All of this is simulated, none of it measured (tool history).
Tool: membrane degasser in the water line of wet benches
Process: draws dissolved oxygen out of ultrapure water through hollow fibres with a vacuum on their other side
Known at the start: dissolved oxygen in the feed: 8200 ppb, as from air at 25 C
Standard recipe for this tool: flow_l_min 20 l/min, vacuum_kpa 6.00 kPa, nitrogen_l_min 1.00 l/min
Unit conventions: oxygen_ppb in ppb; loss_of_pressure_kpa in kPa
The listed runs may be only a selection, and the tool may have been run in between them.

run 1 day=0.000 | flow_l_min=20 vacuum_kpa=6.00 nitrogen_l_min=1.00 | oxygen_ppb=365.1 loss_of_pressure_kpa=33.77
run 2 day=7.083 | flow_l_min=20 vacuum_kpa=6.00 nitrogen_l_min=1.00 | oxygen_ppb=370.7 loss_of_pressure_kpa=33.84
-- day=13.975 vacuum gauge calibrated
run 3 day=16.575 | flow_l_min=20 vacuum_kpa=6.00 nitrogen_l_min=1.00 | oxygen_ppb=364.8 loss_of_pressure_kpa=34.02
run 4 day=28.054 | flow_l_min=20 vacuum_kpa=6.00 nitrogen_l_min=1.00 | oxygen_ppb=363.5 loss_of_pressure_kpa=34.53
run 5 day=40.350 | flow_l_min=20 vacuum_kpa=6.00 nitrogen_l_min=1.00 | oxygen_ppb=365.6 loss_of_pressure_kpa=34.27
-- day=46.842 seals of the vacuum lines changed
run 6 day=49.862 | flow_l_min=20 vacuum_kpa=6.00 nitrogen_l_min=1.00 | oxygen_ppb=365.7 loss_of_pressure_kpa=34.25
run 7 day=55.983 | flow_l_min=20 vacuum_kpa=6.00 nitrogen_l_min=1.00 | oxygen_ppb=361.4 loss_of_pressure_kpa=34.01
run 8 day=69.029 | flow_l_min=20 vacuum_kpa=6.00 nitrogen_l_min=1.00 | oxygen_ppb=364.8 loss_of_pressure_kpa=34.47
run 9 day=76.871 | flow_l_min=24 vacuum_kpa=5.44 nitrogen_l_min=0.55 | oxygen_ppb=539.4 loss_of_pressure_kpa=41.34
run 10 day=84.442 | flow_l_min=27 vacuum_kpa=4.70 nitrogen_l_min=2.85 | oxygen_ppb=509.6 loss_of_pressure_kpa=46.70
run 11 day=94.121 | flow_l_min=14 vacuum_kpa=6.00 nitrogen_l_min=1.83 | oxygen_ppb=145.4 loss_of_pressure_kpa=24.09
run 12 day=99.733 | flow_l_min=18 vacuum_kpa=13.19 nitrogen_l_min=2.36 | oxygen_ppb=365.7 loss_of_pressure_kpa=31.20
run 13 day=109.442 | flow_l_min=18 vacuum_kpa=13.19 nitrogen_l_min=2.36 | oxygen_ppb=369.8 loss_of_pressure_kpa=31.22
run 14 day=122.496 | flow_l_min=19 vacuum_kpa=6.56 nitrogen_l_min=1.61 | oxygen_ppb=310.9 loss_of_pressure_kpa=32.93
run 15 day=132.529 | flow_l_min=20 vacuum_kpa=11.91 nitrogen_l_min=1.00 | oxygen_ppb=617.5 loss_of_pressure_kpa=34.60

Consider 4 possible next runs. They are alternatives, not a sequence: every one starts from the tool as it was left by run 15. What does each give?
run A day=145.271 | flow_l_min=25 vacuum_kpa=6.51 nitrogen_l_min=2.36 | oxygen_ppb=? loss_of_pressure_kpa=?
run B day=145.271 | flow_l_min=14 vacuum_kpa=12.34 nitrogen_l_min=0.81 | oxygen_ppb=? loss_of_pressure_kpa=?
run C day=145.271 | flow_l_min=20 vacuum_kpa=4.26 nitrogen_l_min=0.90 | oxygen_ppb=? loss_of_pressure_kpa=?
run D day=145.271 | flow_l_min=20 vacuum_kpa=8.58 nitrogen_l_min=2.99 | oxygen_ppb=? loss_of_pressure_kpa=?

run=A oxygen_ppb=484.3 loss_of_pressure_kpa=43.27
run=B oxygen_ppb=423.1 loss_of_pressure_kpa=24.28
run=C oxygen_ppb=300.4 loss_of_pressure_kpa=34.38
run=D oxygen_ppb=331.8 loss_of_pressure_kpa=34.74
Without the tool's hidden state the same runs would have given:
run=A oxygen_ppb=483.6 loss_of_pressure_kpa=42.39
run=B oxygen_ppb=422.8 loss_of_pressure_kpa=23.79
run=C oxygen_ppb=299.8 loss_of_pressure_kpa=33.68
run=D oxygen_ppb=331.2 loss_of_pressure_kpa=34.04
